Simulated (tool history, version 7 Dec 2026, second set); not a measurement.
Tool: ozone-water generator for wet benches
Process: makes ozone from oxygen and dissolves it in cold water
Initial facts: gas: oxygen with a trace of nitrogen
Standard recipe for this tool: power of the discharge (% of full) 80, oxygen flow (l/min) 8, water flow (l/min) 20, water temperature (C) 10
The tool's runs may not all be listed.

| run | hour | power of the discharge (% of full) | oxygen flow (l/min) | water flow (l/min) | water temperature (C) | dissolved ozone (ppm) | ozone in the gas ahead of the water (g/m3) |
|---|---|---|---|---|---|---|---|
| 1 | 0 | 80 | 8 | 20 | 10 | 31.8 | 297.5 |
| 2 | 69.6 | 80 | 8 | 20 | 10 | 32.1 | 296.9 |
| 3 | 127.3 | 80 | 8 | 20 | 10 | 31.9 | 297.7 |
| 4 | 199.8 | 45 | 8 | 20 | 10 | 22 | 203.5 |
| 5 | 325.2 | 80 | 8 | 26 | 10 | 24.8 | 296.4 |
| 6 | 418.6 | 80 | 7.39 | 26 | 10 | 24.2 | 303.8 |
| 7 | 515.7 | 80 | 7.39 | 26 | 10 | 24.1 | 307.4 |
| 8 | 610.3 | 80 | 8 | 20 | 10 | 31.4 | 294.8 |
| 9 | 724.4 | 80 | 8 | 20 | 10 | 31.3 | 296.7 |
| 10 | 850.7 | 80 | 8 | 20 | 10 | 31 | 295.5 |
| 11 | 928.6 | 80 | 8 | 20 | 10 | 31.3 | 293 |
| 12 | 994.6 | 80 | 8 | 20 | 12 | 30.1 | 295.4 |
| 13 | 1081.8 | 80 | 8 | 19 | 12 | 31.2 | 294.5 |
| 14 | 1151.2 | 80 | 8 | 19 | 12 | 31.1 | 295.1 |
| 15 | 1270.2 | 80 | 8 | 19 | 12 | 30.8 | 290.4 |
| 16 | 1361.3 | 80 | 8 | 19 | 12 | 30.6 | 293.2 |
|  | 1429.4 | water thermometer calibrated |
| 17 | 1460.2 | 80 | 8 | 19 | 12 | 30.6 | 289.5 |
| 18 | 1544.8 | 85 | 11.76 | 19 | 13 | 31.8 | 258.8 |
| 19 | 1627.7 | 85 | 11.76 | 19 | 13 | 31.8 | 257 |
| 20 | 1707.4 | 85 | 11.76 | 19 | 13 | 31.8 | 261.7 |
|  | 1782.7 | water thermometer calibrated, once more |
| 21 | 1837.8 | 82 | 5.1 | 17 | 7 | 34.4 | 351.4 |
| 22 | 1963.5 | 82 | 5.1 | 17 | 7 | 34 | 352.7 |
| 23 | 2032.6 | 82 | 5.1 | 17 | 7 | 34.5 | 346.6 |
| 24 | 2164 | 54 | 7.37 | 31 | 8 | 15.6 | 229.9 |
| 25 | 2292.8 | 94 | 8.89 | 12 | 17 | 42.7 | 304.9 |
| 26 | 2359.4 | 94 | 8.89 | 12 | 17 | 43.3 | 307.2 |
| 27 | 2448.4 | 80 | 8 | 19 | 10 | 31.3 | 286 |
| 28 | 2508.2 | 80 | 8 | 19 | 10 | 30.5 | 287.2 |
| 29 | 2567.1 | 80 | 8 | 19 | 10 | 31.1 | 287 |
| 30 | 2622.6 | 80 | 8 | 19 | 10 | 30.9 | 287.1 |
| 31 | 2733.5 | 59 | 8 | 21 | 10 | 23.2 | 235.4 |
| 32 | 2817 | 40 | 12.39 | 20 | 13 | 18.4 | 156 |
| 33 | 2893 | 40 | 12.39 | 20 | 13 | 18.3 | 156.2 |

3 ways to go on from here, each from the tool as it stands after run 33. What would each give?
| A | 3005.2 | 41 | 12.39 | 20 | 11 | ? | ? |
| B | 3005.2 | 40 | 7.11 | 21 | 14 | ? | ? |
| C | 3005.2 | 71 | 12.39 | 20 | 11 | ? | ? |

| run | dissolved ozone (ppm) | ozone in the gas ahead of the water (g/m3) |
|---|---|---|
| A | 19.3 | 157.9 |
| B | 16.9 | 194.3 |
| C | 27.5 | 223.4 |
Without the tool's unlogged condition, the same runs would have read:
| run | dissolved ozone (ppm) | ozone in the gas ahead of the water (g/m3) |
|---|---|---|
| A | 23.2 | 163.7 |
| B | 20.4 | 201.2 |
| C | 33.8 | 236 |

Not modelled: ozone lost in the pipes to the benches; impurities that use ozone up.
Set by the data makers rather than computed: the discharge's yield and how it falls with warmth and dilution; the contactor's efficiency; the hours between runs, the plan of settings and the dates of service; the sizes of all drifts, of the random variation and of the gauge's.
